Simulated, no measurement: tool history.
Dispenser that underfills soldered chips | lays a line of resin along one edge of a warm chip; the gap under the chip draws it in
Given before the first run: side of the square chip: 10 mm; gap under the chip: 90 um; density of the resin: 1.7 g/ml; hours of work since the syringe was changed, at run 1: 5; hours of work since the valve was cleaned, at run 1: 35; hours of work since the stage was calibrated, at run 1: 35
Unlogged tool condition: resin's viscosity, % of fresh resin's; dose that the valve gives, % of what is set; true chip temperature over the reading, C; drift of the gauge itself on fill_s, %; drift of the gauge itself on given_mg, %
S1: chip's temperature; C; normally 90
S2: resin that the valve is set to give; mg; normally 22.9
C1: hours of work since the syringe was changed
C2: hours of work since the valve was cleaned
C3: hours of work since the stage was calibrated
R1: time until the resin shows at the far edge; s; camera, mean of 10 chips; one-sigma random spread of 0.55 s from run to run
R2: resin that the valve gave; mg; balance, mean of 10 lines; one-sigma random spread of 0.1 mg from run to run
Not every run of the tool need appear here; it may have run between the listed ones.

{"run": 1, "hour": 0.0, "S1": 90, "S2": 22.9, "C1": 5, "C2": 35, "C3": 35, "R1": 70.4, "R2": 22.12}
{"hour": 2.1, "done": "new syringe of resin"}
{"run": 2, "hour": 4.9, "S1": 90, "S2": 22.9, "C1": 2, "C2": 38, "C3": 38, "R1": 54.3, "R2": 22.15}
{"hour": 11.0, "done": "new syringe of resin"}
{"run": 3, "hour": 11.7, "S1": 80, "S2": 22.9, "C1": 0, "C2": 43, "C3": 43, "R1": 68.8, "R2": 21.82}
{"run": 4, "hour": 14.6, "S1": 90, "S2": 22.9, "C1": 3, "C2": 45, "C3": 45, "R1": 57.0, "R2": 21.88}
{"hour": 19.8, "done": "new syringe of resin"}
{"run": 5, "hour": 20.4, "S1": 90, "S2": 22.9, "C1": 0, "C2": 49, "C3": 49, "R1": 48.3, "R2": 21.87}
{"run": 6, "hour": 27.1, "S1": 90, "S2": 22.9, "C1": 5, "C2": 53, "C3": 53, "R1": 73.0, "R2": 21.74}
{"hour": 28.9, "done": "new syringe of resin"}
{"run": 7, "hour": 31.1, "S1": 82, "S2": 20.6, "C1": 2, "C2": 56, "C3": 56, "R1": 71.9, "R2": 19.48}
{"run": 8, "hour": 36.5, "S1": 90, "S2": 28.7, "C1": 5, "C2": 60, "C3": 60, "R1": 71.5, "R2": 27.0}
{"hour": 37.7, "done": "new syringe of resin"}
{"run": 9, "hour": 43.7, "S1": 89, "S2": 22.8, "C1": 4, "C2": 65, "C3": 65, "R1": 67.0, "R2": 21.34}
{"hour": 46.8, "done": "new syringe of resin"}
{"run": 10, "hour": 50.4, "S1": 103, "S2": 24.8, "C1": 3, "C2": 69, "C3": 69, "R1": 38.4, "R2": 23.35}
{"hour": 55.7, "done": "new syringe of resin"}
{"run": 11, "hour": 56.0, "S1": 103, "S2": 24.8, "C1": 0, "C2": 73, "C3": 73, "R1": 30.3, "R2": 23.05}
{"run": 12, "hour": 60.0, "S1": 90, "S2": 28.6, "C1": 3, "C2": 76, "C3": 76, "R1": 57.8, "R2": 26.39}

Hidden state at the last listed run before each entry between runs and at the first one after, where it differs:
Runs 1 to 2: new syringe of resin (hour 2.1)
  resin's viscosity, % of fresh resin's: 149.2 -> 116.9; dose that the valve gives, % of what is set: 96.68 -> 96.4; true chip temperature over the reading, C: -0.25 -> -0.26
  difference, measured minus the result without the unlogged condition, R1: +23.7 -> +8.5 s; R2: -0.76 -> -0.83 mg
Runs 2 to 3: new syringe of resin (hour 11.0)
  resin's viscosity, % of fresh resin's: 116.9 -> 104.5; dose that the valve gives, % of what is set: 96.4 -> 96.02; true chip temperature over the reading, C: -0.26 -> -0.27
  difference, measured minus the result without the unlogged condition, R1: +8.5 -> +4.0 s; R2: -0.83 -> -0.90 mg
Runs 4 to 5: new syringe of resin (hour 19.8)
  resin's viscosity, % of fresh resin's: 124 -> 105; dose that the valve gives, % of what is set: 95.86 -> 95.5; true chip temperature over the reading, C: -0.27 -> -0.29
  difference, measured minus the result without the unlogged condition, R1: +11.8 -> +3.1 s; R2: -0.95 -> -1.03 mg
Runs 6 to 7: new syringe of resin (hour 28.9)
  resin's viscosity, % of fresh resin's: 155.6 -> 115.1; dose that the valve gives, % of what is set: 95.09 -> 94.84; true chip temperature over the reading, C: -0.3 -> -0.31
  difference, measured minus the result without the unlogged condition, R1: +26.8 -> +11.0 s; R2: -1.12 -> -1.05 mg
Runs 8 to 9: new syringe of resin (hour 37.7)
  resin's viscosity, % of fresh resin's: 158.3 -> 138.8; dose that the valve gives, % of what is set: 94.5 -> 94.09; true chip temperature over the reading, C: -0.32 -> -0.33
  difference, measured minus the result without the unlogged condition, R1: +26.9 -> +19.8 s; R2: -1.57 -> -1.35 mg
Runs 9 to 10: new syringe of resin (hour 46.8)
  resin's viscosity, % of fresh resin's: 138.8 -> 125.2; dose that the valve gives, % of what is set: 94.09 -> 93.72; true chip temperature over the reading, C: -0.33 -> -0.35
  difference, measured minus the result without the unlogged condition, R1: +19.8 -> +8.3 s; R2: -1.35 -> -1.56 mg
Runs 10 to 11: new syringe of resin (hour 55.7)
  resin's viscosity, % of fresh resin's: 125.2 -> 102; dose that the valve gives, % of what is set: 93.72 -> 93.4; true chip temperature over the reading, C: -0.35 -> -0.36
  difference, measured minus the result without the unlogged condition, R1: +8.3 -> +1.2 s; R2: -1.56 -> -1.62 mg
